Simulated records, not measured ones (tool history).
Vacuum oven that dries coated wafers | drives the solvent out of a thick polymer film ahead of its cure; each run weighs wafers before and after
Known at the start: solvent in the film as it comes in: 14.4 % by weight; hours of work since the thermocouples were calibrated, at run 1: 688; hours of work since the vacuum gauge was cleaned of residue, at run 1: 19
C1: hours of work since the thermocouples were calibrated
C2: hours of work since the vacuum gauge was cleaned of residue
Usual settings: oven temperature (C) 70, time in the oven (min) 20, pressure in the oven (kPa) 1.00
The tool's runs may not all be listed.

{"run": 1, "hour": 0.0, "oven temperature (C)": 70, "time in the oven (min)": 20, "pressure in the oven (kPa)": 1.0, "C1": 688, "C2": 19, "solvent left in the film (%)": 0.98}
{"run": 2, "hour": 43.9, "oven temperature (C)": 70, "time in the oven (min)": 20, "pressure in the oven (kPa)": 1.0, "C1": 713, "C2": 43, "solvent left in the film (%)": 0.99}
{"run": 3, "hour": 89.6, "oven temperature (C)": 70, "time in the oven (min)": 20, "pressure in the oven (kPa)": 1.0, "C1": 738, "C2": 69, "solvent left in the film (%)": 1.03}
{"run": 4, "hour": 188.3, "oven temperature (C)": 70, "time in the oven (min)": 20, "pressure in the oven (kPa)": 1.0, "C1": 794, "C2": 124, "solvent left in the film (%)": 1.03}
{"run": 5, "hour": 244.2, "oven temperature (C)": 70, "time in the oven (min)": 20, "pressure in the oven (kPa)": 1.0, "C1": 825, "C2": 156, "solvent left in the film (%)": 1.02}
{"run": 6, "hour": 290.9, "oven temperature (C)": 70, "time in the oven (min)": 20, "pressure in the oven (kPa)": 1.0, "C1": 851, "C2": 182, "solvent left in the film (%)": 1.06}
{"run": 7, "hour": 335.2, "oven temperature (C)": 70, "time in the oven (min)": 20, "pressure in the oven (kPa)": 1.0, "C1": 876, "C2": 207, "solvent left in the film (%)": 1.05}
{"run": 8, "hour": 387.9, "oven temperature (C)": 70, "time in the oven (min)": 20, "pressure in the oven (kPa)": 1.0, "C1": 906, "C2": 237, "solvent left in the film (%)": 1.05}
{"run": 9, "hour": 438.3, "oven temperature (C)": 70, "time in the oven (min)": 20, "pressure in the oven (kPa)": 1.0, "C1": 934, "C2": 265, "solvent left in the film (%)": 1.08}
{"run": 10, "hour": 508.8, "oven temperature (C)": 70, "time in the oven (min)": 20, "pressure in the oven (kPa)": 1.0, "C1": 974, "C2": 304, "solvent left in the film (%)": 1.05}
{"run": 11, "hour": 565.7, "oven temperature (C)": 76, "time in the oven (min)": 20, "pressure in the oven (kPa)": 1.0, "C1": 1006, "C2": 336, "solvent left in the film (%)": 0.65}
{"run": 12, "hour": 651.1, "oven temperature (C)": 70, "time in the oven (min)": 23, "pressure in the oven (kPa)": 1.0, "C1": 1054, "C2": 384, "solvent left in the film (%)": 0.92}
{"run": 13, "hour": 732.8, "oven temperature (C)": 70, "time in the oven (min)": 23, "pressure in the oven (kPa)": 1.0, "C1": 1100, "C2": 430, "solvent left in the film (%)": 0.92}
{"run": 14, "hour": 803.3, "oven temperature (C)": 70, "time in the oven (min)": 23, "pressure in the oven (kPa)": 1.0, "C1": 1139, "C2": 470, "solvent left in the film (%)": 0.93}
{"hour": 872.6, "done": "oven's thermocouples calibrated"}
{"run": 15, "hour": 888.3, "oven temperature (C)": 70, "time in the oven (min)": 23, "pressure in the oven (kPa)": 1.0, "C1": 9, "C2": 516, "solvent left in the film (%)": 0.87}
{"run": 16, "hour": 940.6, "oven temperature (C)": 70, "time in the oven (min)": 20, "pressure in the oven (kPa)": 1.0, "C1": 38, "C2": 546, "solvent left in the film (%)": 1.05}
{"run": 17, "hour": 991.7, "oven temperature (C)": 70, "time in the oven (min)": 20, "pressure in the oven (kPa)": 1.0, "C1": 67, "C2": 575, "solvent left in the film (%)": 1.03}
{"run": 18, "hour": 1077.8, "oven temperature (C)": 70, "time in the oven (min)": 20, "pressure in the oven (kPa)": 1.0, "C1": 115, "C2": 623, "solvent left in the film (%)": 1.01}
{"run": 19, "hour": 1143.4, "oven temperature (C)": 70, "time in the oven (min)": 20, "pressure in the oven (kPa)": 1.0, "C1": 152, "C2": 660, "solvent left in the film (%)": 1.06}
{"run": 20, "hour": 1201.1, "oven temperature (C)": 70, "time in the oven (min)": 20, "pressure in the oven (kPa)": 1.0, "C1": 184, "C2": 692, "solvent left in the film (%)": 1.08}
{"run": 21, "hour": 1265.3, "oven temperature (C)": 70, "time in the oven (min)": 20, "pressure in the oven (kPa)": 1.0, "C1": 221, "C2": 728, "solvent left in the film (%)": 1.09}
{"run": 22, "hour": 1321.7, "oven temperature (C)": 70, "time in the oven (min)": 20, "pressure in the oven (kPa)": 1.0, "C1": 252, "C2": 760, "solvent left in the film (%)": 1.1}
{"run": 23, "hour": 1418.3, "oven temperature (C)": 70, "time in the oven (min)": 20, "pressure in the oven (kPa)": 1.0, "C1": 306, "C2": 814, "solvent left in the film (%)": 1.12}
{"run": 24, "hour": 1470.9, "oven temperature (C)": 71, "time in the oven (min)": 20, "pressure in the oven (kPa)": 1.0, "C1": 336, "C2": 844, "solvent left in the film (%)": 1.02}
{"run": 25, "hour": 1563.1, "oven temperature (C)": 80, "time in the oven (min)": 20, "pressure in the oven (kPa)": 0.96, "C1": 388, "C2": 895, "solvent left in the film (%)": 0.52}
{"run": 26, "hour": 1633.3, "oven temperature (C)": 68, "time in the oven (min)": 24, "pressure in the oven (kPa)": 0.78, "C1": 427, "C2": 935, "solvent left in the film (%)": 0.98}
{"run": 27, "hour": 1702.3, "oven temperature (C)": 72, "time in the oven (min)": 24, "pressure in the oven (kPa)": 3.08, "C1": 466, "C2": 974, "solvent left in the film (%)": 1.84}
{"run": 28, "hour": 1777.7, "oven temperature (C)": 57, "time in the oven (min)": 24, "pressure in the oven (kPa)": 1.67, "C1": 508, "C2": 1016, "solvent left in the film (%)": 3.56}
{"run": 29, "hour": 1819.8, "oven temperature (C)": 70, "time in the oven (min)": 24, "pressure in the oven (kPa)": 3.09, "C1": 532, "C2": 1040, "solvent left in the film (%)": 2.09}
{"run": 30, "hour": 1894.9, "oven temperature (C)": 70, "time in the oven (min)": 24, "pressure in the oven (kPa)": 3.09, "C1": 574, "C2": 1082, "solvent left in the film (%)": 2.11}
{"run": 31, "hour": 1935.5, "oven temperature (C)": 70, "time in the oven (min)": 24, "pressure in the oven (kPa)": 3.09, "C1": 597, "C2": 1105, "solvent left in the film (%)": 2.12}
{"run": 32, "hour": 2026.7, "oven temperature (C)": 70, "time in the oven (min)": 24, "pressure in the oven (kPa)": 3.09, "C1": 648, "C2": 1156, "solvent left in the film (%)": 2.12}
{"run": 33, "hour": 2118.1, "oven temperature (C)": 58, "time in the oven (min)": 18, "pressure in the oven (kPa)": 0.82, "C1": 699, "C2": 1207, "solvent left in the film (%)": 3.68}
{"run": 34, "hour": 2170.6, "oven temperature (C)": 62, "time in the oven (min)": 25, "pressure in the oven (kPa)": 1.91, "C1": 729, "C2": 1237, "solvent left in the film (%)": 2.64}
{"run": 35, "hour": 2257.8, "oven temperature (C)": 61, "time in the oven (min)": 25, "pressure in the oven (kPa)": 0.55, "C1": 778, "C2": 1286, "solvent left in the film (%)": 1.85}
{"run": 36, "hour": 2349.7, "oven temperature (C)": 72, "time in the oven (min)": 16, "pressure in the oven (kPa)": 0.66, "C1": 830, "C2": 1337, "solvent left in the film (%)": 1.21}
{"run": 37, "hour": 2390.7, "oven temperature (C)": 69, "time in the oven (min)": 20, "pressure in the oven (kPa)": 2.47, "C1": 853, "C2": 1360, "solvent left in the film (%)": 2.25}
{"run": 38, "hour": 2456.7, "oven temperature (C)": 55, "time in the oven (min)": 11, "pressure in the oven (kPa)": 3.58, "C1": 890, "C2": 1397, "solvent left in the film (%)": 8.26}
{"run": 39, "hour": 2522.3, "oven temperature (C)": 70, "time in the oven (min)": 28, "pressure in the oven (kPa)": 1.0, "C1": 926, "C2": 1434, "solvent left in the film (%)": 1.0}
{"run": 40, "hour": 2570.0, "oven temperature (C)": 70, "time in the oven (min)": 28, "pressure in the oven (kPa)": 1.0, "C1": 953, "C2": 1461, "solvent left in the film (%)": 1.01}
{"run": 41, "hour": 2653.3, "oven temperature (C)": 70, "time in the oven (min)": 28, "pressure in the oven (kPa)": 1.0, "C1": 1000, "C2": 1508, "solvent left in the film (%)": 1.02}
{"run": 42, "hour": 2723.1, "oven temperature (C)": 70, "time in the oven (min)": 28, "pressure in the oven (kPa)": 1.0, "C1": 1039, "C2": 1547, "solvent left in the film (%)": 1.07}
{"run": 43, "hour": 2780.0, "oven temperature (C)": 70, "time in the oven (min)": 28, "pressure in the oven (kPa)": 1.0, "C1": 1071, "C2": 1579, "solvent left in the film (%)": 1.04}
{"run": 44, "hour": 2836.3, "oven temperature (C)": 70, "time in the oven (min)": 28, "pressure in the oven (kPa)": 1.0, "C1": 1103, "C2": 1610, "solvent left in the film (%)": 1.04}
{"run": 45, "hour": 2876.3, "oven temperature (C)": 70, "time in the oven (min)": 23, "pressure in the oven (kPa)": 1.33, "C1": 1125, "C2": 1633, "solvent left in the film (%)": 1.39}
{"run": 46, "hour": 2927.9, "oven temperature (C)": 70, "time in the oven (min)": 23, "pressure in the oven (kPa)": 1.33, "C1": 1154, "C2": 1662, "solvent left in the film (%)": 1.39}

Forecast each of these 4 alternatives for the next run:
{"hour": 2966.9, "done": "oven's thermocouples calibrated"}
{"run": "A", "hour": 2972.1, "oven temperature (C)": 73, "time in the oven (min)": 10, "pressure in the oven (kPa)": 0.61, "C1": 3, "C2": 1686, "solvent left in the film (%)": "?"}
{"hour": 2966.9, "done": "oven's thermocouples calibrated"}
{"run": "B", "hour": 2972.1, "oven temperature (C)": 76, "time in the oven (min)": 23, "pressure in the oven (kPa)": 1.33, "C1": 3, "C2": 1686, "solvent left in the film (%)": "?"}
{"hour": 2966.9, "done": "oven's thermocouples calibrated"}
{"run": "C", "hour": 2972.1, "oven temperature (C)": 63, "time in the oven (min)": 23, "pressure in the oven (kPa)": 1.86, "C1": 3, "C2": 1686, "solvent left in the film (%)": "?"}
{"hour": 2966.9, "done": "oven's thermocouples calibrated"}
{"run": "D", "hour": 2972.1, "oven temperature (C)": 59, "time in the oven (min)": 34, "pressure in the oven (kPa)": 1.73, "C1": 3, "C2": 1686, "solvent left in the film (%)": "?"}

run=A solvent_left_in_the_film_(%)=2.14
run=B solvent_left_in_the_film_(%)=0.87
run=C solvent_left_in_the_film_(%)=2.59
run=D solvent_left_in_the_film_(%)=2.55
Without the tool's hidden state the same runs would have given:
run=A solvent_left_in_the_film_(%)=1.84
run=B solvent_left_in_the_film_(%)=0.58
run=C solvent_left_in_the_film_(%)=2.10
run=D solvent_left_in_the_film_(%)=1.96

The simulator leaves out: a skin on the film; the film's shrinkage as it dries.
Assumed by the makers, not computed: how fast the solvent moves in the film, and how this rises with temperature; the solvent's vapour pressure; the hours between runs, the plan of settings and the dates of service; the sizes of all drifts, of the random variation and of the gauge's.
